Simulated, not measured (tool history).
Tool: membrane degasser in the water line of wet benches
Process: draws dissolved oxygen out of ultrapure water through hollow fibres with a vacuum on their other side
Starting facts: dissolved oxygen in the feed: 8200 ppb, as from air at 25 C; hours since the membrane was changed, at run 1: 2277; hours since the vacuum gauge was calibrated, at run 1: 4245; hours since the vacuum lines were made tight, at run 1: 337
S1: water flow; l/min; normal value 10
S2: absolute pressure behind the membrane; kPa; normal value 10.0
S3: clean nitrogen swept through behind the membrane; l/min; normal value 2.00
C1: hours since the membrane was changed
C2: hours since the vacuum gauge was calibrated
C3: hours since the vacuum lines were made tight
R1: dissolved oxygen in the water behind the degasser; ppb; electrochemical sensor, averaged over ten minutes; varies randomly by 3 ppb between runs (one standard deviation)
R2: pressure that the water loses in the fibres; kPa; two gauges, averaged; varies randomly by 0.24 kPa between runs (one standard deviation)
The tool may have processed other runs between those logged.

Run 1, hour 0.0: usual settings; C1 2277; C2 4245; C3 337. Result: R1 294.9 ppb, R2 64.00 kPa.
Run 2, hour 289.6: usual settings; C1 2567; C2 4534; C3 626. Result: R1 296.4 ppb, R2 64.60 kPa.
Run 3, hour 555.4: usual settings but S3 1.18 l/min; C1 2833; C2 4800; C3 892. Result: R1 345.9 ppb, R2 63.93 kPa.
Run 4, hour 907.9: usual settings but S3 1.79 l/min; C1 3185; C2 5153; C3 1244. Result: R1 300.9 ppb, R2 64.33 kPa.
Run 5, hour 1215.9: usual settings but S3 1.79 l/min; C1 3493; C2 5461; C3 1552. Result: R1 306.9 ppb, R2 64.32 kPa.
Run 6, hour 1391.9: usual settings but S2 21.7 kPa; C1 3669; C2 5637; C3 1729. Result: R1 422.7 ppb, R2 64.11 kPa.
Run 7, hour 1741.3: usual settings but S2 21.7 kPa, S3 3.75 l/min; C1 4018; C2 5986; C3 2078. Result: R1 334.0 ppb, R2 63.84 kPa.
Run 8, hour 1939.7: usual settings but S2 21.7 kPa, S3 3.75 l/min; C1 4217; C2 6184; C3 2276. Result: R1 335.3 ppb, R2 63.81 kPa.
Run 9, hour 2115.4: usual settings but S1 6 l/min, S3 2.97 l/min; C1 4392; C2 6360; C3 2452. Result: R1 116.1 ppb, R2 38.50 kPa.
Run 10, hour 2464.8: usual settings but S1 6 l/min, S2 19.4 kPa, S3 1.09 l/min; C1 4742; C2 6709; C3 2801. Result: R1 291.6 ppb, R2 38.12 kPa.
Run 11, hour 2632.1: usual settings but S1 8 l/min, S2 15.6 kPa, S3 2.97 l/min; C1 4909; C2 6877; C3 2969. Result: R1 229.4 ppb, R2 51.18 kPa.
Run 12, hour 2982.3: usual settings but S1 8 l/min, S2 15.6 kPa, S3 2.97 l/min; C1 5259; C2 7227; C3 3319. Result: R1 226.0 ppb, R2 51.25 kPa.
Run 13, hour 3307.4: usual settings but S1 9 l/min, S3 2.01 l/min; C1 5585; C2 7552; C3 3644. Result: R1 253.1 ppb, R2 57.16 kPa.
Run 14, hour 3647.6: usual settings but S1 9 l/min, S2 22.4 kPa; C1 5925; C2 7892; C3 3984. Result: R1 381.1 ppb, R2 57.42 kPa.
Run 15, hour 3992.4: usual settings but S1 11 l/min, S2 22.4 kPa, S3 0.88 l/min; C1 6270; C2 8237; C3 4329. Result: R1 755.0 ppb, R2 70.18 kPa.

Consider 4 possible next runs. They are alternatives, not a sequence: every one starts from the tool as it was left by run 15. What does each give?
Run A, hour 4302.5: usual settings but S1 11 l/min, S2 7.9 kPa, S3 1.74 l/min; C1 6580; C2 8547; C3 4639. Result: R1 ?, R2 ?.
Run B, hour 4302.5: usual settings but S1 8 l/min, S2 22.8 kPa, S3 2.69 l/min; C1 6580; C2 8547; C3 4639. Result: R1 ?, R2 ?.
Run C, hour 4302.5: usual settings but S3 1.67 l/min; C1 6580; C2 8547; C3 4639. Result: R1 ?, R2 ?.
Run D, hour 4302.5: usual settings but S1 9 l/min, S2 12.9 kPa, S3 1.03 l/min; C1 6580; C2 8547; C3 4639. Result: R1 ?, R2 ?.

run     R1     R2
  A  319.8  70.19
  B  280.1  51.25
  C  306.5  63.59
  D  370.7  57.34
What these runs would have given with no unlogged condition in the tool:
run     R1     R2
  A  319.0  70.85
  B  279.5  51.73
  C  305.8  64.19
  D  369.9  57.88
